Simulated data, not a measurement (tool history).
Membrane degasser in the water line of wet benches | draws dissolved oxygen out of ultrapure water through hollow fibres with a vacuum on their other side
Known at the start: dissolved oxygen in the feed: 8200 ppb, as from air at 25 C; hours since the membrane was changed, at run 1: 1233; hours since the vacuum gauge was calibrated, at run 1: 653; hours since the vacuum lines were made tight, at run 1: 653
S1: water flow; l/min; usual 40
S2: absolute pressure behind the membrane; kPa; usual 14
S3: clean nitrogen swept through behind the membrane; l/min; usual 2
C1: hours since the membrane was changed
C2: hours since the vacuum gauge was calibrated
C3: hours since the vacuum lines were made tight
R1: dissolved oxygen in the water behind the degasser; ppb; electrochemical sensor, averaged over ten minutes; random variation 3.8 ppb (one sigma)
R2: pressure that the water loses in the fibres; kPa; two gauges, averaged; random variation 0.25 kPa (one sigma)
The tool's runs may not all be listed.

run	day	S1	S2	S3	C1	C2	C3	R1	R2
1	0	40	14	2	1233	653	653	476.8	66.13
2	7.842	40	14	2	1422	841	841	473.9	66.19
3	12.104	40	14	1.08	1524	944	944	784.9	66.57
4	19.617	40	14	4.66	1704	1124	1124	226	66.36
5	23.358	40	14	4.66	1794	1214	1214	230.9	66.37
6	31.325	49	14	2	1985	1405	1405	565.7	81.95
7	38.308	40	14	2	2153	1572	1572	470.9	66.33
8	45.55	40	14	2	2327	1746	1746	474.9	66.9
9	54.138	40	14	2	2533	1952	1952	468.2	67.19
10	58.625	40	14	2	2640	2060	2060	476.1	67.07
11	66.296	40	14	2	2824	2244	2244	479.8	67.03
12	72.312	40	14	2	2969	2388	2388	478.9	67.14
13	79.942	40	14	2	3152	2572	2572	474.2	67.21
14	85.342	40	14	2	3282	2701	2701	480	67.36
15	90.654	40	14	2	3409	2829	2829	486.7	67.36
16	94.696	40	14	2	3506	2926	2926	471.1	67.69
# day 95.392: vacuum gauge calibrated
17	102.938	40	14	2	3703	181	3123	483	67.57

The next listed run, before its measurement:
18	108.6	25	16.3	2	3839	317	3259	?	?

Run 18 gave R1 383.4 ppb, R2 42.51 kPa.
Without the tool's hidden state the same run would have given R1 374.6 ppb, R2 41.18 kPa.
